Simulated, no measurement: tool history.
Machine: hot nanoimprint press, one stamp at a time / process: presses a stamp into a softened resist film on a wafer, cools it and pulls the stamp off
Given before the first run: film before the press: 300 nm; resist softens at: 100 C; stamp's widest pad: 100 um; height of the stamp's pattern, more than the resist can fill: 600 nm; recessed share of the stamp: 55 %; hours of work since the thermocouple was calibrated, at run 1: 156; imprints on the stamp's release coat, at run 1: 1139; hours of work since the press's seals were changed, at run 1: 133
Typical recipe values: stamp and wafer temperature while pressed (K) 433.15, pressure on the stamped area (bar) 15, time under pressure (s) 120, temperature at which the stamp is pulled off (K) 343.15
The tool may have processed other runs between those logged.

run	hour	stamp and wafer temperature while pressed (K)	pressure on the stamped area (bar)	time under pressure (s)	temperature at which the stamp is pulled off (K)	hours of work since the thermocouple was calibrated	imprints on the stamp's release coat	hours of work since the press's seals were changed	resist left under the stamp's widest pad (nm)	greatest force while the stamp is pulled off (N)
1	0	433.15	15	120	343.15	156	1139	133	142.1	237
2	11.8	433.15	15	120	343.15	165	1204	142	141.3	235
3	27.3	433.15	15	120	343.15	176	1290	154	140.7	234
4	42.9	433.15	15	120	343.15	188	1376	165	140.3	244
5	57.2	433.15	15	120	337.15	199	1455	176	140.5	286
6	73.4	433.15	15	120	337.15	211	1545	188	140.1	277
7	85.2	433.15	15	120	343.15	220	1610	197	140.2	245
8	101.2	433.15	15	120	343.15	232	1699	210	139.7	244
9	118.2	433.15	15.6	120	343.15	245	1793	222	137.2	249
# hour 133.7: stamp cleaned and given a new release coat
# hour 139.4: plate thermocouple calibrated
10	139.7	433.15	15	120	343.15	0	16	232	145.8	203
11	157.3	433.15	15	120	343.15	14	113	245	145.6	211
12	167.1	433.15	15	120	343.15	21	168	253	145	208
13	177.2	433.15	15	120	343.15	29	223	260	144.6	208
14	184.8	433.15	15	120	343.15	34	266	266	144.7	207
15	196	433.15	15	120	343.15	43	328	274	144.7	217
16	205.2	433.15	15	120	343.15	50	379	281	144.4	210
17	215	431.15	15	102	343.15	57	433	289	164.7	211
18	228.5	433.15	15	62	343.15	67	508	299	181.4	216
19	237.9	433.15	15	62	343.15	75	560	306	181.7	223
20	249.6	430.15	15	102	330.15	83	624	315	169.5	298
21	257.3	433.15	23.4	104	329.15	89	667	321	127.2	308
22	267.2	433.15	15	91	343.15	97	722	328	159.1	214
23	278.9	439.15	17.4	120	345.15	106	787	337	107.8	213
24	287.2	438.15	19.5	60	328.15	112	832	343	141.4	316
25	297.9	421.15	14.2	97	336.15	120	892	352	226.5	276
26	310.6	421.15	14.2	97	336.15	130	962	361	225.9	281
27	319.8	429.15	14.1	100	343.15	137	1013	368	178.4	230
28	337.9	422.15	15	120	336.15	150	1113	382	206.2	283
29	353.5	422.15	15	120	336.15	162	1199	394	205.9	277
30	366.2	423.15	19.8	120	336.15	172	1270	403	183.4	285

What differs in the tool's unlogged condition from the final listed run ahead of each entry between runs to the first listed run following it?
Logged between run 9 and run 10: stamp cleaned and given a new release coat (hour 133.7); plate thermocouple calibrated (hour 139.4)
  true temperature over the reading, C: 1.09 -> -0.07; pressure that arrives at the usual setting, %: 99.76 -> 99.74; grip of the stamp's worn release coat, % over a new coat's: 27.2 -> 0.2
  measured less the result without the state, resist left under the stamp's widest pad (nm): -5.5 -> +0.5; greatest force while the stamp is pulled off (N): +47 -> +1
